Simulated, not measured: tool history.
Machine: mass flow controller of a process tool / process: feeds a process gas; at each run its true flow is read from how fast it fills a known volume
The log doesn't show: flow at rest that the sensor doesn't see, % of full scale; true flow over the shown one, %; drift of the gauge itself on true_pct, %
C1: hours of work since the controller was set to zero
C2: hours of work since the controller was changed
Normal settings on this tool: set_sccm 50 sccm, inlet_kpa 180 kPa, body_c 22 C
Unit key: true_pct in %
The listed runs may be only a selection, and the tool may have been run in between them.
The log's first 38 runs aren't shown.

{"run": 39, "hour": 4286.3, "set_sccm": 97, "inlet_kpa": 213, "body_c": 22, "C1": 7212, "C2": 7212, "true_pct": 102.21}
{"run": 40, "hour": 4395.5, "set_sccm": 19, "inlet_kpa": 180, "body_c": 27, "C1": 7298, "C2": 7298, "true_pct": 98.99}
{"run": 41, "hour": 4531.3, "set_sccm": 43, "inlet_kpa": 180, "body_c": 31, "C1": 7406, "C2": 7406, "true_pct": 101.67}
{"run": 42, "hour": 4684.6, "set_sccm": 26, "inlet_kpa": 260, "body_c": 23, "C1": 7527, "C2": 7527, "true_pct": 100.1}
{"run": 43, "hour": 4768.4, "set_sccm": 26, "inlet_kpa": 260, "body_c": 23, "C1": 7593, "C2": 7593, "true_pct": 99.98}
{"run": 44, "hour": 4887.4, "set_sccm": 26, "inlet_kpa": 260, "body_c": 23, "C1": 7687, "C2": 7687, "true_pct": 99.92}
{"run": 45, "hour": 4961.9, "set_sccm": 32, "inlet_kpa": 180, "body_c": 22, "C1": 7746, "C2": 7746, "true_pct": 100.17}
{"run": 46, "hour": 5088.1, "set_sccm": 96, "inlet_kpa": 207, "body_c": 29, "C1": 7846, "C2": 7846, "true_pct": 103.03}
{"run": 47, "hour": 5215.7, "set_sccm": 72, "inlet_kpa": 215, "body_c": 31, "C1": 7947, "C2": 7947, "true_pct": 102.8}

Alternative continuations, all from the tool just after run 47; predict every row:
{"run": "A", "hour": 5361.1, "set_sccm": 67, "inlet_kpa": 248, "body_c": 21, "C1": 8062, "C2": 8062, "true_pct": "?"}
{"run": "B", "hour": 5361.1, "set_sccm": 18, "inlet_kpa": 230, "body_c": 34, "C1": 8062, "C2": 8062, "true_pct": "?"}
{"run": "C", "hour": 5361.1, "set_sccm": 24, "inlet_kpa": 241, "body_c": 37, "C1": 8062, "C2": 8062, "true_pct": "?"}
{"run": "D", "hour": 5361.1, "set_sccm": 72, "inlet_kpa": 228, "body_c": 25, "C1": 8062, "C2": 8062, "true_pct": "?"}
{"run": "E", "hour": 5361.1, "set_sccm": 50, "inlet_kpa": 147, "body_c": 29, "C1": 8062, "C2": 8062, "true_pct": "?"}

run=A true_pct=101.89
run=B true_pct=99.44
run=C true_pct=100.94
run=D true_pct=102.28
run=E true_pct=101.9
Take away the tool's hidden state, keep each run's random variation, and the runs would have read:
run=A true_pct=99.47
run=B true_pct=100.1
run=C true_pct=100.54
run=D true_pct=99.78
run=E true_pct=99.86
